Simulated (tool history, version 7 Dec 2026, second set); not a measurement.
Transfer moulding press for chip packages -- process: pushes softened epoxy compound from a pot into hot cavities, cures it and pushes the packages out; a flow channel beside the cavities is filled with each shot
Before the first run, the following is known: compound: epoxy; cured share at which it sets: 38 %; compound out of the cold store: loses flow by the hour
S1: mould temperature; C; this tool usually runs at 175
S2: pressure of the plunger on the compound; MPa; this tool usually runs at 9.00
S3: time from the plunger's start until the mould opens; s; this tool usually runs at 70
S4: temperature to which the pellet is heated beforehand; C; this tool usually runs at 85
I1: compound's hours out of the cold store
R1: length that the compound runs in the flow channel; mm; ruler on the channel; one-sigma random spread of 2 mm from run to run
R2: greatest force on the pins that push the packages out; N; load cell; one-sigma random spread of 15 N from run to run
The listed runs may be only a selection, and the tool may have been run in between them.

run 1 day=0.000 | S1=175 S2=9.00 S3=70 S4=85 | I1=47.0 | R1=841 R2=724
run 2 day=0.312 | S1=175 S2=9.00 S3=70 S4=85 | I1=23.1 | R1=905 R2=923
run 3 day=0.567 | S1=175 S2=8.68 S3=70 S4=85 | I1=46.5 | R1=823 R2=919
run 4 day=0.842 | S1=174 S2=9.00 S3=70 S4=85 | I1=38.6 | R1=861 R2=1110
run 5 day=1.242 | S1=174 S2=9.00 S3=70 S4=85 | I1=21.8 | R1=910 R2=1256
run 6 day=1.608 | S1=175 S2=9.00 S3=70 S4=90 | I1=16.5 | R1=924 R2=1224
run 7 day=1.917 | S1=175 S2=9.00 S3=70 S4=90 | I1=25.3 | R1=893 R2=1296
run 8 day=2.104 | S1=175 S2=9.00 S3=54 S4=85 | I1=9.7 | R1=942 R2=2638
run 9 day=2.404 | S1=175 S2=7.62 S3=70 S4=85 | I1=9.7 | R1=866 R2=1386
run 10 day=2.608 | S1=175 S2=7.62 S3=70 S4=85 | I1=31.5 | R1=805 R2=1409
run 11 day=2.938 | S1=175 S2=7.62 S3=70 S4=85 | I1=38.5 | R1=787 R2=1347
run 12 day=3.204 | S1=175 S2=7.62 S3=70 S4=85 | I1=16.8 | R1=842 R2=1508
run 13 day=3.379 | S1=175 S2=9.00 S3=70 S4=85 | I1=27.4 | R1=881 R2=1425
run 14 day=3.754 | S1=175 S2=9.00 S3=71 S4=85 | I1=35.3 | R1=859 R2=1431
run 15 day=4.079 | S1=175 S2=9.00 S3=71 S4=85 | I1=25.0 | R1=891 R2=1427
run 16 day=4.408 | S1=175 S2=9.00 S3=70 S4=93 | I1=11.9 | R1=929 R2=1450
-- day=4.675 cavities cleaned with cleaning compound and waxed
run 17 day=4.708 | S1=178 S2=8.60 S3=70 S4=85 | I1=10.9 | R1=897 R2=618
run 18 day=4.888 | S1=174 S2=8.06 S3=106 S4=89 | I1=33.8 | R1=818 R2=507
run 19 day=5.088 | S1=174 S2=8.06 S3=106 S4=89 | I1=42.2 | R1=797 R2=542
run 20 day=5.388 | S1=171 S2=9.98 S3=84 S4=94 | I1=42.2 | R1=899 R2=852
run 21 day=5.717 | S1=171 S2=9.98 S3=84 S4=94 | I1=34.8 | R1=918 R2=928
run 22 day=6.046 | S1=171 S2=9.98 S3=84 S4=94 | I1=10.3 | R1=999 R2=1030
run 23 day=6.454 | S1=171 S2=9.98 S3=84 S4=94 | I1=19.9 | R1=963 R2=1115
run 24 day=6.662 | S1=171 S2=9.98 S3=84 S4=94 | I1=28.1 | R1=938 R2=1102
run 25 day=6.896 | S1=171 S2=9.98 S3=84 S4=94 | I1=46.0 | R1=884 R2=1073
run 26 day=7.108 | S1=182 S2=9.72 S3=70 S4=86 | I1=45.5 | R1=834 R2=868
run 27 day=7.308 | S1=169 S2=9.00 S3=70 S4=85 | I1=22.7 | R1=917 R2=2284
run 28 day=7.671 | S1=182 S2=9.00 S3=89 S4=85 | I1=32.9 | R1=834 R2=834
run 29 day=7.862 | S1=182 S2=9.00 S3=89 S4=85 | I1=37.6 | R1=820 R2=849
run 30 day=8.167 | S1=175 S2=8.43 S3=110 S4=85 | I1=30.7 | R1=837 R2=899

Pick out some run-to-run changes in R1. Of each, how much would a tool without hidden state show as well, from the settings, what came in and chance, and how much is left for the hidden state and any gauge scatter not in both results compared?
What the log doesn't record here: true mould temperature over the reading, C; pressure that reaches the compound, % of what is set; grip of the stained cavities, % over clean ones'; drift of the gauge itself on flow_mm, %; drift of the gauge itself on push_out_n, %.
Run 19 -> 20: S1 174 -> 171, S2 8.06 -> 9.98, S3 106 -> 84, S4 89 -> 94. R1 +102 mm: hidden state -3, all else +105.
Run 21 -> 22: no setting touched and nothing written in the log between the runs. R1 +81 mm: hidden state -4, all else +85.
Run 26 -> 27: S1 182 -> 169, S2 9.72 -> 9.00, S4 86 -> 85. R1 +83 mm: hidden state -3, all else +86.
Run 27 -> 28: S1 169 -> 182, S3 70 -> 89. R1 -83 mm: hidden state +0, all else -83.
